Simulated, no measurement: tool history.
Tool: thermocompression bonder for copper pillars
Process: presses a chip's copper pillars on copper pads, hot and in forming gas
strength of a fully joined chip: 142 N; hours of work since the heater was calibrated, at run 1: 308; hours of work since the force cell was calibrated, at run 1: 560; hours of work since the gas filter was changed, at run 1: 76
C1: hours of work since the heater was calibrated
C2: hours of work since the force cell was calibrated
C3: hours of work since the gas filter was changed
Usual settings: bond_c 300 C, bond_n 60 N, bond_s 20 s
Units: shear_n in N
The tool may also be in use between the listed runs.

Run 1, hour 0.0: usual settings; C1 308; C2 560; C3 76. Result: shear_n 90.8 N.
Run 2, hour 11.1: usual settings; C1 316; C2 568; C3 83. Result: shear_n 92.4 N.
Run 3, hour 36.2: usual settings; C1 332; C2 584; C3 100. Result: shear_n 94.0 N.
Run 4, hour 50.7: usual settings; C1 342; C2 594; C3 110. Result: shear_n 90.4 N.
Run 5, hour 64.0: usual settings; C1 351; C2 603; C3 118. Result: shear_n 92.2 N.
Run 6, hour 75.7: usual settings; C1 359; C2 611; C3 126. Result: shear_n 91.7 N.
Run 7, hour 99.1: usual settings; C1 374; C2 626; C3 142. Result: shear_n 90.8 N.
Run 8, hour 112.4: usual settings but bond_s 48 s; C1 383; C2 635; C3 151. Result: shear_n 113.1 N.
Run 9, hour 123.7: usual settings but bond_s 48 s; C1 390; C2 642; C3 158. Result: shear_n 111.5 N.
Run 10, hour 135.6: usual settings but bond_n 41 N; C1 398; C2 650; C3 166. Result: shear_n 69.8 N.
Run 11, hour 159.2: usual settings but bond_n 88 N; C1 414; C2 666; C3 182. Result: shear_n 116.1 N.
Run 12, hour 181.4: usual settings but bond_n 88 N; C1 429; C2 681; C3 197. Result: shear_n 114.3 N.
Run 13, hour 197.2: usual settings but bond_n 88 N; C1 439; C2 691; C3 207. Result: shear_n 116.1 N.
Run 14, hour 209.6: usual settings but bond_n 88 N; C1 447; C2 699; C3 215. Result: shear_n 115.2 N.
Run 15, hour 235.4: usual settings but bond_n 88 N; C1 465; C2 717; C3 232. Result: shear_n 115.0 N.
Run 16, hour 252.0: usual settings but bond_n 88 N; C1 476; C2 728; C3 243. Result: shear_n 113.9 N.
Run 17, hour 273.7: usual settings but bond_n 88 N, bond_s 11 s; C1 490; C2 742; C3 258. Result: shear_n 99.3 N.
Run 18, hour 292.9: usual settings but bond_n 88 N, bond_s 11 s; C1 503; C2 755; C3 271. Result: shear_n 99.1 N.
Run 19, hour 314.6: usual settings but bond_n 88 N, bond_s 11 s; C1 517; C2 769; C3 285. Result: shear_n 96.1 N.
Run 20, hour 337.1: usual settings but bond_n 88 N, bond_s 15 s; C1 532; C2 784; C3 300. Result: shear_n 103.0 N.
Run 21, hour 355.7: usual settings but bond_n 59 N; C1 544; C2 796; C3 312. Result: shear_n 90.4 N.
Run 22, hour 380.6: usual settings but bond_c 286 C; C1 561; C2 813; C3 329. Result: shear_n 81.7 N.
Run 23, hour 404.5: usual settings but bond_c 272 C, bond_n 47 N; C1 577; C2 829; C3 345. Result: shear_n 57.7 N.
At hour 417.2: forming gas filter changed.
Run 24, hour 419.2: usual settings but bond_c 318 C, bond_n 49 N, bond_s 33 s; C1 586; C2 838; C3 1. Result: shear_n 103.8 N.
Run 25, hour 431.3: usual settings but bond_c 318 C, bond_n 49 N, bond_s 33 s; C1 594; C2 846; C3 9. Result: shear_n 107.4 N.
Run 26, hour 449.0: usual settings but bond_c 318 C, bond_n 49 N, bond_s 33 s; C1 606; C2 858; C3 21. Result: shear_n 105.2 N.
Run 27, hour 466.0: usual settings but bond_c 305 C, bond_n 71 N, bond_s 41 s; C1 617; C2 869; C3 32. Result: shear_n 120.6 N.
Run 28, hour 485.4: usual settings but bond_c 295 C, bond_n 51 N, bond_s 12 s; C1 630; C2 882; C3 45. Result: shear_n 66.7 N.
Run 29, hour 500.4: usual settings but bond_c 295 C, bond_n 37 N, bond_s 12 s; C1 640; C2 892; C3 55. Result: shear_n 49.8 N.
Run 30, hour 511.6: usual settings but bond_c 314 C, bond_n 55 N, bond_s 39 s; C1 648; C2 900; C3 63. Result: shear_n 111.7 N.
Run 31, hour 535.8: usual settings but bond_n 55 N; C1 664; C2 916; C3 79. Result: shear_n 86.8 N.
Run 32, hour 549.6: usual settings but bond_c 315 C, bond_n 76 N, bond_s 47 s; C1 673; C2 925; C3 88. Result: shear_n 131.2 N.
Run 33, hour 574.5: usual settings but bond_c 294 C, bond_n 76 N, bond_s 47 s; C1 689; C2 941; C3 104. Result: shear_n 118.8 N.
Run 34, hour 585.1: usual settings but bond_c 272 C, bond_n 50 N, bond_s 15 s; C1 696; C2 948; C3 111. Result: shear_n 54.0 N.
Run 35, hour 604.3: usual settings but bond_c 272 C, bond_n 50 N, bond_s 15 s; C1 709; C2 961; C3 124. Result: shear_n 54.0 N.
Run 36, hour 623.2: usual settings but bond_c 319 C, bond_n 50 N, bond_s 46 s; C1 722; C2 974; C3 137. Result: shear_n 114.8 N.
Run 37, hour 636.6: usual settings but bond_c 271 C, bond_n 55 N; C1 731; C2 983; C3 146. Result: shear_n 63.5 N.
Run 38, hour 647.4: usual settings but bond_c 313 C, bond_n 74 N; C1 738; C2 990; C3 153. Result: shear_n 111.9 N.
Run 39, hour 662.2: usual settings but bond_c 282 C, bond_n 46 N, bond_s 19 s; C1 748; C2 1000; C3 163. Result: shear_n 61.3 N.
Run 40, hour 679.0: usual settings but bond_c 285 C, bond_n 52 N, bond_s 19 s; C1 759; C2 1011; C3 174. Result: shear_n 69.7 N.
Run 41, hour 700.0: usual settings but bond_c 274 C, bond_s 30 s; C1 773; C2 1025; C3 188. Result: shear_n 82.7 N.

Forecast each of these 3 alternatives for the next run:
Run A, hour 710.9: usual settings but bond_c 274 C, bond_s 24 s; C1 780; C2 1032; C3 195. Result: shear_n ?.
Run B, hour 710.9: usual settings but bond_c 296 C, bond_s 39 s; C1 780; C2 1032; C3 195. Result: shear_n ?.
Run C, hour 710.9: usual settings but bond_c 274 C, bond_n 47 N, bond_s 50 s; C1 780; C2 1032; C3 195. Result: shear_n ?.

run  shear_n
  A     75.4
  B    105.9
  C     81.7
Without the tool's hidden state the same runs would have given:
run  shear_n
  A     75.9
  B    106.4
  C     82.2
